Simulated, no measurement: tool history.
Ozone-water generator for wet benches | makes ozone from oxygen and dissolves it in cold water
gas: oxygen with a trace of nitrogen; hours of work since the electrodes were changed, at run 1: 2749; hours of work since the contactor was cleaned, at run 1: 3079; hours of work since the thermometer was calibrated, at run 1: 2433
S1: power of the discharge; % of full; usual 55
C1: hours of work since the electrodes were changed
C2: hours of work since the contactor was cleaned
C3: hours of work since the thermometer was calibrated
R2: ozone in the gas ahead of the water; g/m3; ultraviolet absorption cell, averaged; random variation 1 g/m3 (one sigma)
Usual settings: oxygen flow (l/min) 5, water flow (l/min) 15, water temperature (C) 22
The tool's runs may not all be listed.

{"run": 1, "day": 0.0, "S1": 55, "oxygen flow (l/min)": 5, "water flow (l/min)": 15, "water temperature (C)": 22, "C1": 2749, "C2": 3079, "C3": 2433, "dissolved ozone (ppm)": 22.2, "R2": 178.7}
{"run": 2, "day": 6.033, "S1": 85, "oxygen flow (l/min)": 5, "water flow (l/min)": 15, "water temperature (C)": 22, "C1": 2853, "C2": 3183, "C3": 2536, "dissolved ozone (ppm)": 30.8, "R2": 243.4}
{"run": 3, "day": 12.75, "S1": 85, "oxygen flow (l/min)": 5, "water flow (l/min)": 15, "water temperature (C)": 22, "C1": 2967, "C2": 3297, "C3": 2651, "dissolved ozone (ppm)": 31, "R2": 243.8}
{"day": 19.246, "done": "water thermometer calibrated"}
{"run": 4, "day": 19.45, "S1": 55, "oxygen flow (l/min)": 5, "water flow (l/min)": 22, "water temperature (C)": 22, "C1": 3082, "C2": 3412, "C3": 4, "dissolved ozone (ppm)": 17.4, "R2": 177.2}
{"run": 5, "day": 22.821, "S1": 55, "oxygen flow (l/min)": 5, "water flow (l/min)": 15, "water temperature (C)": 22, "C1": 3139, "C2": 3469, "C3": 61, "dissolved ozone (ppm)": 22.1, "R2": 175.1}
{"run": 6, "day": 28.833, "S1": 55, "oxygen flow (l/min)": 5, "water flow (l/min)": 15, "water temperature (C)": 22, "C1": 3242, "C2": 3572, "C3": 164, "dissolved ozone (ppm)": 22.2, "R2": 175.1}
{"run": 7, "day": 35.079, "S1": 55, "oxygen flow (l/min)": 5, "water flow (l/min)": 15, "water temperature (C)": 22, "C1": 3349, "C2": 3679, "C3": 271, "dissolved ozone (ppm)": 22.2, "R2": 174.8}
{"run": 8, "day": 41.175, "S1": 55, "oxygen flow (l/min)": 5, "water flow (l/min)": 15, "water temperature (C)": 22, "C1": 3453, "C2": 3783, "C3": 375, "dissolved ozone (ppm)": 22, "R2": 175.2}
{"run": 9, "day": 46.404, "S1": 55, "oxygen flow (l/min)": 5, "water flow (l/min)": 15, "water temperature (C)": 22, "C1": 3542, "C2": 3872, "C3": 464, "dissolved ozone (ppm)": 22, "R2": 174}
{"run": 10, "day": 50.308, "S1": 55, "oxygen flow (l/min)": 5, "water flow (l/min)": 15, "water temperature (C)": 28, "C1": 3609, "C2": 3939, "C3": 531, "dissolved ozone (ppm)": 19.9, "R2": 174.3}
{"run": 11, "day": 56.058, "S1": 55, "oxygen flow (l/min)": 5, "water flow (l/min)": 15, "water temperature (C)": 28, "C1": 3707, "C2": 4037, "C3": 629, "dissolved ozone (ppm)": 20, "R2": 174}
{"run": 12, "day": 61.575, "S1": 57, "oxygen flow (l/min)": 5, "water flow (l/min)": 15, "water temperature (C)": 22, "C1": 3802, "C2": 4132, "C3": 724, "dissolved ozone (ppm)": 22.7, "R2": 177.4}
{"run": 13, "day": 65.425, "S1": 57, "oxygen flow (l/min)": 5, "water flow (l/min)": 15, "water temperature (C)": 22, "C1": 3868, "C2": 4198, "C3": 790, "dissolved ozone (ppm)": 23, "R2": 178.2}
{"run": 14, "day": 71.988, "S1": 57, "oxygen flow (l/min)": 5, "water flow (l/min)": 15, "water temperature (C)": 22, "C1": 3980, "C2": 4310, "C3": 902, "dissolved ozone (ppm)": 22.6, "R2": 177.4}
{"run": 15, "day": 75.896, "S1": 68, "oxygen flow (l/min)": 5, "water flow (l/min)": 15, "water temperature (C)": 22, "C1": 4047, "C2": 4377, "C3": 969, "dissolved ozone (ppm)": 25.5, "R2": 202.9}
{"run": 16, "day": 78.942, "S1": 55, "oxygen flow (l/min)": 2.82, "water flow (l/min)": 15, "water temperature (C)": 25, "C1": 4099, "C2": 4429, "C3": 1021, "dissolved ozone (ppm)": 21.5, "R2": 244.4}
{"run": 17, "day": 81.958, "S1": 55, "oxygen flow (l/min)": 2.82, "water flow (l/min)": 15, "water temperature (C)": 25, "C1": 4150, "C2": 4480, "C3": 1072, "dissolved ozone (ppm)": 21.7, "R2": 240.8}
{"run": 18, "day": 88.196, "S1": 48, "oxygen flow (l/min)": 2.82, "water flow (l/min)": 15, "water temperature (C)": 25, "C1": 4257, "C2": 4587, "C3": 1179, "dissolved ozone (ppm)": 19.5, "R2": 219.3}
{"run": 19, "day": 91.242, "S1": 48, "oxygen flow (l/min)": 5.52, "water flow (l/min)": 15, "water temperature (C)": 14, "C1": 4309, "C2": 4639, "C3": 1231, "dissolved ozone (ppm)": 22.1, "R2": 147.8}
{"run": 20, "day": 95.771, "S1": 48, "oxygen flow (l/min)": 5.52, "water flow (l/min)": 15, "water temperature (C)": 14, "C1": 4386, "C2": 4716, "C3": 1308, "dissolved ozone (ppm)": 22.3, "R2": 147.1}
{"run": 21, "day": 99.633, "S1": 50, "oxygen flow (l/min)": 5, "water flow (l/min)": 17, "water temperature (C)": 15, "C1": 4452, "C2": 4782, "C3": 1374, "dissolved ozone (ppm)": 20.7, "R2": 160.6}
{"run": 22, "day": 106.55, "S1": 50, "oxygen flow (l/min)": 5, "water flow (l/min)": 17, "water temperature (C)": 15, "C1": 4571, "C2": 4901, "C3": 1493, "dissolved ozone (ppm)": 20.8, "R2": 159.5}
{"run": 23, "day": 111.933, "S1": 50, "oxygen flow (l/min)": 5.11, "water flow (l/min)": 15, "water temperature (C)": 22, "C1": 4663, "C2": 4993, "C3": 1585, "dissolved ozone (ppm)": 19.9, "R2": 158}
{"run": 24, "day": 116.475, "S1": 93, "oxygen flow (l/min)": 4.98, "water flow (l/min)": 10, "water temperature (C)": 26, "C1": 4740, "C2": 5070, "C3": 1662, "dissolved ozone (ppm)": 36, "R2": 250.6}
{"run": 25, "day": 121.162, "S1": 93, "oxygen flow (l/min)": 4.98, "water flow (l/min)": 10, "water temperature (C)": 26, "C1": 4820, "C2": 5150, "C3": 1742, "dissolved ozone (ppm)": 35.9, "R2": 250.6}
{"run": 26, "day": 124.862, "S1": 97, "oxygen flow (l/min)": 4.2, "water flow (l/min)": 12, "water temperature (C)": 16, "C1": 4884, "C2": 5214, "C3": 1806, "dissolved ozone (ppm)": 41.4, "R2": 283.1}
{"day": 126.342, "done": "contactor cleaned"}
{"run": 27, "day": 129.417, "S1": 97, "oxygen flow (l/min)": 4.2, "water flow (l/min)": 12, "water temperature (C)": 16, "C1": 4959, "C2": 53, "C3": 1881, "dissolved ozone (ppm)": 42.9, "R2": 280.6}

Hidden state or all else? Some run-to-run changes of dissolved ozone (ppm), split into what the settings, what came in and random variation would give without the hidden state, and what is left for the hidden state (with any gauge scatter that isn't in both results):
The hidden state here: yield of the discharge, % of new electrodes'; contactor's efficiency, % of a clean one's; true water temperature over the reading, C; drift of the gauge itself on ozone_ppm, %; drift of the gauge itself on gas_g_m3, %.
Run 3 -> 4: S1 85 -> 55, water flow (l/min) 15 -> 22, water thermometer calibrated. dissolved ozone (ppm) -13.6: hidden state +1.6, all else -15.2.
Run 23 -> 24: S1 50 -> 93, oxygen flow (l/min) 5.11 -> 4.98, water flow (l/min) 15 -> 10, water temperature (C) 22 -> 26. dissolved ozone (ppm) +16.1: hidden state -3, all else +19.1.

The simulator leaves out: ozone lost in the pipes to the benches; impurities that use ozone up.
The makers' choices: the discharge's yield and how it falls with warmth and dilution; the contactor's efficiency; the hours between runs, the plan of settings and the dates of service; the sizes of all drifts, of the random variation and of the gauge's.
